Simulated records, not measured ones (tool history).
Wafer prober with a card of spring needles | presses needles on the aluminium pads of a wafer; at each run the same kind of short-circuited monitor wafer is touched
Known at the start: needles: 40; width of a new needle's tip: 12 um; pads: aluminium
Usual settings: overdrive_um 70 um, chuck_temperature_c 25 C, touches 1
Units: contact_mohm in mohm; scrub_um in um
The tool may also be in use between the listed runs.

run   hour  overdrive_um  chuck_temperature_c  touches  contact_mohm  scrub_um
  1      0            70                   25        1           232      16.8
      10.1  -- tips cleaned on abrasive film
  2   14.4            70                   43        1           236     16.76
      27.8  -- tips cleaned on abrasive film
  3   34.5            70                   43        1           239     16.71
      46.3  -- tips cleaned on abrasive film
  4   48.7            70                   43        1           239      16.7
      63.8  -- tips cleaned on abrasive film
  5   68.7            70                   43        1           239     16.76
      81.2  -- tips cleaned on abrasive film
  6   87.1            70                   43        1           238      16.7
        99  -- tips cleaned on abrasive film
  7   99.1            70                   43        1           236     16.66
     115.7  -- tips cleaned on abrasive film
  8  120.1            70                   43        1           232     16.71
     134.5  -- tips cleaned on abrasive film
  9  138.3            70                   43        1           236     16.62
     151.8  -- tips cleaned on abrasive film
 10  160.7            70                   25        3           231     16.63
     169.2  -- tips cleaned on abrasive film
 11    185            70                   25        3           232     16.62
     186.4  -- tips cleaned on abrasive film
     204.6  -- tips cleaned on abrasive film
 12  213.9            70                   86        1           247     16.64
     221.9  -- tips cleaned on abrasive film
 13  238.3            70                   86        1           249     16.64
     240.7  -- tips cleaned on abrasive film
 14  252.7            79                   32        3           233     18.84
       259  -- tips cleaned on abrasive film
 15  270.3            70                   45        1           236     16.61
     276.6  -- tips cleaned on abrasive film
 16  286.2            75                   93        1           246     17.78
     294.2  -- tips cleaned on abrasive film
 17  304.4            70                   55        3           238     16.57
     309.4  -- height of the first contact set anew
     312.1  -- tips cleaned on abrasive film
 18  321.6            60                   49        1           240     14.13
     329.7  -- tips cleaned on abrasive film
     346.4  -- tips cleaned on abrasive film
 19  348.6            73                   44        2           237     17.15
 20  362.4            73                   44        3           235      17.3
     364.8  -- tips cleaned on abrasive film
 21  377.7            73                   44        3           235     17.17
     382.9  -- tips cleaned on abrasive film
     400.4  -- tips cleaned on abrasive film
 22  400.9            87                   53        2           239     20.57
     417.5  -- tips cleaned on abrasive film
 23  421.8            76                   35        1           230     17.89
     434.2  -- tips cleaned on abrasive film
 24  443.2            75                   37        2           229     17.61
     452.4  -- tips cleaned on abrasive film
     470.3  -- tips cleaned on abrasive film
 25  472.1            75                   67        1           246      17.6

3 ways to go on from here, each from the tool as it stands after run 25. What would each give?
  A  485.5            57                   48        1             ?         ?
  B  485.5            62                   25        1             ?         ?
  C  485.5            75                   31        1             ?         ?

run  contact_mohm  scrub_um
  A           239      13.4
  B           233     14.57
  C           233     17.56
Without the tool's hidden state the same runs would have given:
run  contact_mohm  scrub_um
  A           238     13.67
  B           233     14.86
  C           232     17.91
